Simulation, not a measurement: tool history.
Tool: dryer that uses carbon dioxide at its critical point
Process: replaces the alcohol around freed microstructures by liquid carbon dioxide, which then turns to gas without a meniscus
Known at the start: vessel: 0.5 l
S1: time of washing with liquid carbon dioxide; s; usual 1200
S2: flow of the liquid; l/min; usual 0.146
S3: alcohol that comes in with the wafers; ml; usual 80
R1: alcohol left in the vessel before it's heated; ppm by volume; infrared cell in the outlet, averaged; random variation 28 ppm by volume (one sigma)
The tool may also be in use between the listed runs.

| run | hour | S1 | S2 | S3 | R1 |
|---|---|---|---|---|---|
| 1 | 0 | 1200 | 0.146 | 80 | 2530 |
| 2 | 7.4 | 1200 | 0.146 | 80 | 2613 |
| 3 | 11.8 | 1200 | 0.146 | 80 | 2579 |
| 4 | 18.2 | 1200 | 0.148 | 80 | 2390 |
| 5 | 23.8 | 1200 | 0.146 | 41 | 1312 |
| 6 | 29.3 | 1200 | 0.146 | 40 | 1285 |
| 7 | 35 | 1200 | 0.146 | 40 | 1315 |
| 8 | 43.2 | 1200 | 0.146 | 40 | 1277 |
| 9 | 51.6 | 1200 | 0.146 | 40 | 1295 |
| 10 | 61 | 1200 | 0.146 | 40 | 1299 |
| 11 | 65.9 | 1200 | 0.126 | 40 | 2338 |
| 12 | 71.9 | 1200 | 0.126 | 40 | 2349 |
| 13 | 76.5 | 1200 | 0.126 | 40 | 2384 |
| 14 | 80.8 | 1200 | 0.126 | 40 | 2375 |
| 15 | 86.3 | 1080 | 0.243 | 40 | 160 |
|  | 94.2 | inlet filter changed |
| 16 | 95.1 | 1080 | 0.243 | 40 | 99 |
| 17 | 102 | 1200 | 0.146 | 27 | 657 |
| 18 | 107 | 1200 | 0.146 | 27 | 649 |
| 19 | 112.5 | 1440 | 0.146 | 24 | 256 |
| 20 | 121.2 | 1440 | 0.146 | 24 | 243 |
| 21 | 130.4 | 1800 | 0.142 | 30 | 118 |
| 22 | 136.4 | 1380 | 0.122 | 63 | 1866 |
| 23 | 141.5 | 1680 | 0.146 | 67 | 287 |
| 24 | 149.8 | 1800 | 0.146 | 45 | 139 |

The next listed run, before its measurement:
| 25 | 155.9 | 1800 | 0.146 | 45 | ? |

{"run 25": {"R1": 141}}
Without the tool's hidden state the same run would have given R1 119 ppm by volume.

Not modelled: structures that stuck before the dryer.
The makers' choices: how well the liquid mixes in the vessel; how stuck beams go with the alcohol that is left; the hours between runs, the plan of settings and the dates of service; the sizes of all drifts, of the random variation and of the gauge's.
